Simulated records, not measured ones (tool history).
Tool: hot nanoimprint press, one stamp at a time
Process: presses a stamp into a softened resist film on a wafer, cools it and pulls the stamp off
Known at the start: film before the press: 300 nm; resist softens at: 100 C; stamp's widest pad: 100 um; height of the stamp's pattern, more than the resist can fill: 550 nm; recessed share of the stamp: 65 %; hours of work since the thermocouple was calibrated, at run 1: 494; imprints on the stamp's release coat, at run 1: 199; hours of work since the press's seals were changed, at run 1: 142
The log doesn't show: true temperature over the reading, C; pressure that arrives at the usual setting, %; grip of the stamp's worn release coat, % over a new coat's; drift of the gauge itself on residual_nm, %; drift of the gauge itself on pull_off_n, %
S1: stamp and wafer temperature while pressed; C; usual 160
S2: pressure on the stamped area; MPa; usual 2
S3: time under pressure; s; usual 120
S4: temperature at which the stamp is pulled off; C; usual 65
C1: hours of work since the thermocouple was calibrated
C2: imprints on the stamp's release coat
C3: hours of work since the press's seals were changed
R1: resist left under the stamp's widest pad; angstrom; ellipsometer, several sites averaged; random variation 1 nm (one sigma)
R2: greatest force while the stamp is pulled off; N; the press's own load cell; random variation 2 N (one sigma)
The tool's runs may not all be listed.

{"run": 1, "hour": 0.0, "S1": 160, "S2": 2, "S3": 120, "S4": 65, "C1": 494, "C2": 199, "C3": 142, "R1": 1474, "R2": 137}
{"run": 2, "hour": 67.7, "S1": 160, "S2": 2.94, "S3": 120, "S4": 65, "C1": 533, "C2": 452, "C3": 181, "R1": 1265, "R2": 138}
{"run": 3, "hour": 132.0, "S1": 160, "S2": 2.94, "S3": 120, "S4": 65, "C1": 569, "C2": 693, "C3": 217, "R1": 1248, "R2": 134}
{"run": 4, "hour": 170.3, "S1": 160, "S2": 2.94, "S3": 120, "S4": 65, "C1": 591, "C2": 836, "C3": 239, "R1": 1245, "R2": 142}
{"hour": 182.2, "done": "plate thermocouple calibrated"}
{"run": 5, "hour": 235.8, "S1": 160, "S2": 2.94, "S3": 120, "S4": 65, "C1": 30, "C2": 1071, "C3": 274, "R1": 1253, "R2": 139}
{"run": 6, "hour": 290.6, "S1": 160, "S2": 2.94, "S3": 120, "S4": 65, "C1": 62, "C2": 1276, "C3": 305, "R1": 1233, "R2": 141}
{"hour": 361.4, "done": "stamp cleaned and given a new release coat"}
{"run": 7, "hour": 368.7, "S1": 160, "S2": 2.94, "S3": 120, "S4": 65, "C1": 102, "C2": 27, "C3": 346, "R1": 1261, "R2": 133}
{"run": 8, "hour": 417.7, "S1": 160, "S2": 2.94, "S3": 120, "S4": 65, "C1": 130, "C2": 210, "C3": 374, "R1": 1260, "R2": 142}
{"run": 9, "hour": 485.7, "S1": 160, "S2": 2.94, "S3": 120, "S4": 65, "C1": 169, "C2": 465, "C3": 413, "R1": 1263, "R2": 138}
{"run": 10, "hour": 552.4, "S1": 160, "S2": 2.94, "S3": 120, "S4": 65, "C1": 207, "C2": 715, "C3": 450, "R1": 1251, "R2": 138}
{"run": 11, "hour": 596.5, "S1": 160, "S2": 2.94, "S3": 120, "S4": 65, "C1": 232, "C2": 880, "C3": 475, "R1": 1254, "R2": 139}
{"run": 12, "hour": 653.7, "S1": 160, "S2": 2.94, "S3": 120, "S4": 65, "C1": 264, "C2": 1095, "C3": 508, "R1": 1252, "R2": 137}
{"run": 13, "hour": 685.2, "S1": 160, "S2": 2.94, "S3": 120, "S4": 65, "C1": 282, "C2": 1213, "C3": 526, "R1": 1249, "R2": 136}
{"run": 14, "hour": 743.7, "S1": 160, "S2": 2, "S3": 165, "S4": 65, "C1": 315, "C2": 1432, "C3": 559, "R1": 1294, "R2": 140}
{"hour": 774.7, "done": "stamp cleaned and given a new release coat"}
{"run": 15, "hour": 781.7, "S1": 160, "S2": 2, "S3": 120, "S4": 65, "C1": 333, "C2": 26, "C3": 577, "R1": 1470, "R2": 138}
{"run": 16, "hour": 815.4, "S1": 160, "S2": 1.28, "S3": 120, "S4": 57, "C1": 352, "C2": 153, "C3": 596, "R1": 1729, "R2": 175}
{"run": 17, "hour": 854.6, "S1": 160, "S2": 1.28, "S3": 162, "S4": 57, "C1": 375, "C2": 300, "C3": 618, "R1": 1537, "R2": 170}
{"run": 18, "hour": 899.6, "S1": 160, "S2": 1.28, "S3": 162, "S4": 57, "C1": 400, "C2": 468, "C3": 644, "R1": 1543, "R2": 172}
{"run": 19, "hour": 964.5, "S1": 160, "S2": 1.28, "S3": 162, "S4": 57, "C1": 437, "C2": 711, "C3": 681, "R1": 1539, "R2": 171}
{"run": 20, "hour": 1030.6, "S1": 160, "S2": 1.5, "S3": 162, "S4": 57, "C1": 475, "C2": 959, "C3": 718, "R1": 1456, "R2": 170}
{"run": 21, "hour": 1073.8, "S1": 168, "S2": 2, "S3": 238, "S4": 65, "C1": 499, "C2": 1121, "C3": 743, "R1": 630, "R2": 139}
{"run": 22, "hour": 1128.8, "S1": 160, "S2": 2, "S3": 67, "S4": 65, "C1": 530, "C2": 1327, "C3": 774, "R1": 1786, "R2": 139}
{"run": 23, "hour": 1174.9, "S1": 160, "S2": 2, "S3": 67, "S4": 65, "C1": 556, "C2": 1499, "C3": 800, "R1": 1796, "R2": 140}
{"hour": 1187.2, "done": "stamp cleaned and given a new release coat"}
{"run": 24, "hour": 1247.7, "S1": 164, "S2": 2.32, "S3": 101, "S4": 65, "C1": 594, "C2": 227, "C3": 838, "R1": 1135, "R2": 138}
{"hour": 1256.2, "done": "plate thermocouple calibrated"}
{"run": 25, "hour": 1293.0, "S1": 164, "S2": 2.05, "S3": 101, "S4": 63, "C1": 21, "C2": 385, "C3": 862, "R1": 1213, "R2": 146}
{"run": 26, "hour": 1349.5, "S1": 164, "S2": 2.05, "S3": 101, "S4": 63, "C1": 53, "C2": 597, "C3": 894, "R1": 1220, "R2": 147}
{"run": 27, "hour": 1419.3, "S1": 161, "S2": 2, "S3": 120, "S4": 65, "C1": 93, "C2": 858, "C3": 934, "R1": 1368, "R2": 139}
{"hour": 1446.0, "done": "press's hydraulic seals changed and the load cell set to zero"}
{"run": 28, "hour": 1487.3, "S1": 166, "S2": 1.48, "S3": 120, "S4": 56, "C1": 127, "C2": 1083, "C3": 23, "R1": 1123, "R2": 177}
{"run": 29, "hour": 1542.2, "S1": 166, "S2": 1.48, "S3": 120, "S4": 56, "C1": 158, "C2": 1288, "C3": 55, "R1": 1147, "R2": 175}

Forecast each of these 4 alternatives for the next run:
{"run": "A", "hour": 1595.9, "S1": 158, "S2": 1.48, "S3": 120, "S4": 63, "C1": 188, "C2": 1489, "C3": 85, "R1": "?", "R2": "?"}
{"run": "B", "hour": 1595.9, "S1": 160, "S2": 2.9, "S3": 105, "S4": 66, "C1": 188, "C2": 1489, "C3": 85, "R1": "?", "R2": "?"}
{"run": "C", "hour": 1595.9, "S1": 166, "S2": 1.48, "S3": 75, "S4": 64, "C1": 188, "C2": 1489, "C3": 85, "R1": "?", "R2": "?"}
{"run": "D", "hour": 1595.9, "S1": 166, "S2": 2, "S3": 120, "S4": 56, "C1": 188, "C2": 1489, "C3": 85, "R1": "?", "R2": "?"}

run=A R1=1834 R2=149
run=B R1=1320 R2=135
run=C R1=1384 R2=141
run=D R1=997 R2=171
Without the tool's hidden state the same runs would have given:
run=A R1=1833 R2=149
run=B R1=1318 R2=135
run=C R1=1383 R2=141
run=D R1=996 R2=171
